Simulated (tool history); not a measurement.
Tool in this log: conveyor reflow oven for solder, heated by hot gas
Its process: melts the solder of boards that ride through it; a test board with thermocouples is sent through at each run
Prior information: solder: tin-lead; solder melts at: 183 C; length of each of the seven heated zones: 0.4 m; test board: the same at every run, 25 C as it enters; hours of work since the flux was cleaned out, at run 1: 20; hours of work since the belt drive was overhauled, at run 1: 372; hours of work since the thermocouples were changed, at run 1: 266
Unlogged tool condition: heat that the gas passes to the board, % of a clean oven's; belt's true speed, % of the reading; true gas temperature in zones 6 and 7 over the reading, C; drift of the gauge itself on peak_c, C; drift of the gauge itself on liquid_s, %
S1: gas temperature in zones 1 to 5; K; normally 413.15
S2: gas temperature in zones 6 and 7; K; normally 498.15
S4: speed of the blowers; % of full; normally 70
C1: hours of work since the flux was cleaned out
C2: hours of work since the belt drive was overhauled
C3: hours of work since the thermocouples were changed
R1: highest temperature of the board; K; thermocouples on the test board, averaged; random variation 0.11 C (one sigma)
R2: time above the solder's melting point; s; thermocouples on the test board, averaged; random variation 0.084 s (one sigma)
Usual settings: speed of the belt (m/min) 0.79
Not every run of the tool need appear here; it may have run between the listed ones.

run 1 hour=0 | S1=413.15 S2=498.15 speed_of_the_belt_(m/min)=0.79 S4=70 | C1=20 C2=372 C3=266 | R1=483.35 R2=41.72
run 2 hour=14.1 | S1=413.15 S2=498.15 speed_of_the_belt_(m/min)=0.79 S4=70 | C1=30 C2=382 C3=276 | R1=483.35 R2=41.47
run 3 hour=22.4 | S1=413.15 S2=498.15 speed_of_the_belt_(m/min)=0.79 S4=70 | C1=36 C2=388 C3=282 | R1=483.45 R2=41.63
run 4 hour=40.1 | S1=413.15 S2=498.15 speed_of_the_belt_(m/min)=0.79 S4=70 | C1=48 C2=401 C3=294 | R1=483.55 R2=41.54
-- hour=45 belt drive overhauled, speed set with a stopwatch
run 5 hour=61.1 | S1=413.15 S2=498.15 speed_of_the_belt_(m/min)=0.79 S4=72 | C1=60 C2=11 C3=306 | R1=483.85 R2=41.93
run 6 hour=78 | S1=413.15 S2=498.15 speed_of_the_belt_(m/min)=0.79 S4=72 | C1=72 C2=23 C3=318 | R1=483.95 R2=41.96
run 7 hour=90.1 | S1=413.15 S2=495.15 speed_of_the_belt_(m/min)=0.859 S4=72 | C1=81 C2=32 C3=327 | R1=478.65 R2=33.95
run 8 hour=107.1 | S1=402.15 S2=487.15 speed_of_the_belt_(m/min)=0.751 S4=56 | C1=93 C2=43 C3=338 | R1=469.05 R2=24.48
-- hour=117.3 belt drive overhauled, speed set with a stopwatch, once more
run 9 hour=119.4 | S1=402.15 S2=487.15 speed_of_the_belt_(m/min)=0.751 S4=56 | C1=98 C2=2 C3=344 | R1=468.75 R2=24.23
run 10 hour=129.3 | S1=402.15 S2=487.15 speed_of_the_belt_(m/min)=0.751 S4=56 | C1=105 C2=8 C3=351 | R1=468.85 R2=24.3
run 11 hour=139.4 | S1=422.15 S2=498.15 speed_of_the_belt_(m/min)=0.79 S4=53 | C1=112 C2=16 C3=358 | R1=479.75 R2=39.96

What would each run have given without the hidden state, its run-to-run variation left as it was?
run=1 R1=482.65 R2=41.1
run=2 R1=482.65 R2=40.9
run=3 R1=482.85 R2=41.1
run=4 R1=483.05 R2=41.07
run=5 R1=483.25 R2=41.5
run=6 R1=483.45 R2=41.61
run=7 R1=478.25 R2=33.73
run=8 R1=468.65 R2=23.98
run=9 R1=468.45 R2=23.99
run=10 R1=468.55 R2=24.12
run=11 R1=479.45 R2=39.82

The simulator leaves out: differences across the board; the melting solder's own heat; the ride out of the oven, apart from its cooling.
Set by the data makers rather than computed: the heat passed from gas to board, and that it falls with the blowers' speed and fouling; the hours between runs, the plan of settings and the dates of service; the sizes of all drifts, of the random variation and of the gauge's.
